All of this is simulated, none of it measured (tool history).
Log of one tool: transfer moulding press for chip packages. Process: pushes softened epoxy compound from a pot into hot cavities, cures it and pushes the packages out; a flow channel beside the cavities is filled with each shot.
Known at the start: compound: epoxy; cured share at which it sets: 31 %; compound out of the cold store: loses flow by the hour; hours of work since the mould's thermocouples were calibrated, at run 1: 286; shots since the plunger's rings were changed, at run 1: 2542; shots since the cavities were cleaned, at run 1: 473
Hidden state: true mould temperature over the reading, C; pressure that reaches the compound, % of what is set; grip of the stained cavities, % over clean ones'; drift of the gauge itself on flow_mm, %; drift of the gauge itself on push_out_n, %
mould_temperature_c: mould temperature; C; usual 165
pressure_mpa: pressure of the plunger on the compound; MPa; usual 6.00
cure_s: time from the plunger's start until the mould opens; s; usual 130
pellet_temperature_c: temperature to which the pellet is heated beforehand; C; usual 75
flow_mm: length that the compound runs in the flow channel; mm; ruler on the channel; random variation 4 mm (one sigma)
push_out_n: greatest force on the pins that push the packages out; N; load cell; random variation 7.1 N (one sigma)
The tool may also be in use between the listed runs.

run  hour  mould_temperature_c  pressure_mpa  cure_s  pellet_temperature_c  hours of work since the mould's thermocouples were calibrated  shots since the plunger's rings were changed  shots since the cavities were cleaned  incoming compound's hours out of the cold store  flow_mm  push_out_n
  1   0.0                  165          6.00     130                    75                                                            286                                          2542                                    473                                             35.3      594         481
  2   6.9                  165          6.00     130                    75                                                            290                                          2606                                    537                                             11.1      651         490
     13.7  -- plunger's sealing rings changed
  3  15.2                  159          6.00     130                    75                                                            294                                            14                                    591                                             46.9      610         668
  4  19.9                  159          6.00     130                    75                                                            297                                            56                                    633                                             23.6      675         700
  5  26.2                  159          6.00     130                    75                                                            302                                           115                                    692                                             12.8      701         700
  6  34.0                  165          6.00     130                    75                                                            307                                           187                                    764                                             31.7      633         543
  7  42.0                  165          6.00     130                    75                                                            312                                           261                                    838                                             31.6      622         546
     47.2  -- cavities cleaned with cleaning compound and waxed
  8  48.7                  165          6.00     131                    75                                                            316                                           309                                     14                                             32.2      630         307
  9  58.2                  165          6.00     131                    75                                                            322                                           397                                    102                                             21.5      651         336
 10  63.8                  165          6.00     131                    75                                                            326                                           448                                    153                                             42.1      606         372
 11  73.0                  169          5.15     128                    73                                                            332                                           533                                    238                                             14.8      607         376

Forecast run 12:
 12  82.8                  169          5.09     159                    69                                                            339                                           623                                    328                                             10.3        ?           ?

flow_mm: 619 mm
push_out_n: 390 N
Without the tool's hidden state the same run would have given flow_mm 627 mm, push_out_n 263 N.

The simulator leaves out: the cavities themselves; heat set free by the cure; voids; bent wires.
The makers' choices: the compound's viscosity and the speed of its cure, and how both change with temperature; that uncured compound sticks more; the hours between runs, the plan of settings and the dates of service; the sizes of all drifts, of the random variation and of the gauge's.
